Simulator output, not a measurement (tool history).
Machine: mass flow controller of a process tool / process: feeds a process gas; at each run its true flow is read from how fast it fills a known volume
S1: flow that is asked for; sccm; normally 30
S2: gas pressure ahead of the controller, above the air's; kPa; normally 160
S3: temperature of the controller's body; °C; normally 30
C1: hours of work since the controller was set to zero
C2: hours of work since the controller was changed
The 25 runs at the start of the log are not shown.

{"run": 26, "hour": 1599.3, "S1": 8, "S2": 158, "S3": 36, "C1": 3239, "C2": 3239, "true flow (%)": 96.68}
{"run": 27, "hour": 1677.0, "S1": 8, "S2": 158, "S3": 36, "C1": 3294, "C2": 3294, "true flow (%)": 96.7}
{"run": 28, "hour": 1715.9, "S1": 7, "S2": 160, "S3": 30, "C1": 3321, "C2": 3321, "true flow (%)": 96.9}
{"run": 29, "hour": 1774.9, "S1": 7, "S2": 160, "S3": 30, "C1": 3362, "C2": 3362, "true flow (%)": 96.9}
{"run": 30, "hour": 1852.3, "S1": 30, "S2": 216, "S3": 38, "C1": 3416, "C2": 3416, "true flow (%)": 99.0}
{"run": 31, "hour": 1917.6, "S1": 30, "S2": 216, "S3": 38, "C1": 3462, "C2": 3462, "true flow (%)": 99.04}
{"run": 32, "hour": 1978.9, "S1": 30, "S2": 272, "S3": 32, "C1": 3505, "C2": 3505, "true flow (%)": 99.54}
{"run": 33, "hour": 2046.7, "S1": 30, "S2": 240, "S3": 26, "C1": 3552, "C2": 3552, "true flow (%)": 100.3}
{"run": 34, "hour": 2126.7, "S1": 30, "S2": 240, "S3": 26, "C1": 3608, "C2": 3608, "true flow (%)": 100.37}
{"run": 35, "hour": 2215.7, "S1": 30, "S2": 240, "S3": 26, "C1": 3670, "C2": 3670, "true flow (%)": 100.33}
{"run": 36, "hour": 2259.4, "S1": 30, "S2": 237, "S3": 27, "C1": 3701, "C2": 3701, "true flow (%)": 100.28}
{"run": 37, "hour": 2313.6, "S1": 16, "S2": 144, "S3": 30, "C1": 3739, "C2": 3739, "true flow (%)": 98.95}
{"run": 38, "hour": 2359.4, "S1": 38, "S2": 160, "S3": 30, "C1": 3771, "C2": 3771, "true flow (%)": 100.52}
{"run": 39, "hour": 2421.3, "S1": 38, "S2": 160, "S3": 30, "C1": 3814, "C2": 3814, "true flow (%)": 100.5}
{"run": 40, "hour": 2491.1, "S1": 38, "S2": 160, "S3": 30, "C1": 3863, "C2": 3863, "true flow (%)": 100.59}
{"run": 41, "hour": 2573.3, "S1": 6, "S2": 186, "S3": 22, "C1": 3920, "C2": 3920, "true flow (%)": 96.82}
{"run": 42, "hour": 2643.6, "S1": 13, "S2": 174, "S3": 21, "C1": 3969, "C2": 3969, "true flow (%)": 99.46}
{"run": 43, "hour": 2725.3, "S1": 13, "S2": 174, "S3": 21, "C1": 4026, "C2": 4026, "true flow (%)": 99.49}
{"run": 44, "hour": 2800.6, "S1": 6, "S2": 174, "S3": 31, "C1": 4079, "C2": 4079, "true flow (%)": 95.75}
{"run": 45, "hour": 2883.7, "S1": 17, "S2": 155, "S3": 28, "C1": 4137, "C2": 4137, "true flow (%)": 99.54}
{"run": 46, "hour": 2952.0, "S1": 30, "S2": 160, "S3": 39, "C1": 4185, "C2": 4185, "true flow (%)": 99.35}
{"run": 47, "hour": 3008.3, "S1": 12, "S2": 142, "S3": 32, "C1": 4224, "C2": 4224, "true flow (%)": 98.16}
{"run": 48, "hour": 3079.6, "S1": 30, "S2": 176, "S3": 28, "C1": 4274, "C2": 4274, "true flow (%)": 100.42}

Forecast each of these 3 alternatives for the next run:
{"run": "A", "hour": 3164.0, "S1": 30, "S2": 160, "S3": 23, "C1": 4333, "C2": 4333, "true flow (%)": "?"}
{"run": "B", "hour": 3164.0, "S1": 30, "S2": 245, "S3": 30, "C1": 4333, "C2": 4333, "true flow (%)": "?"}
{"run": "C", "hour": 3164.0, "S1": 6, "S2": 152, "S3": 30, "C1": 4333, "C2": 4333, "true flow (%)": "?"}

run=A true_flow_(%)=100.97
run=B true_flow_(%)=100.05
run=C true_flow_(%)=95.86
Without the tool's unlogged condition, the same runs would have read:
run=A true_flow_(%)=99.76
run=B true_flow_(%)=98.83
run=C true_flow_(%)=98.63

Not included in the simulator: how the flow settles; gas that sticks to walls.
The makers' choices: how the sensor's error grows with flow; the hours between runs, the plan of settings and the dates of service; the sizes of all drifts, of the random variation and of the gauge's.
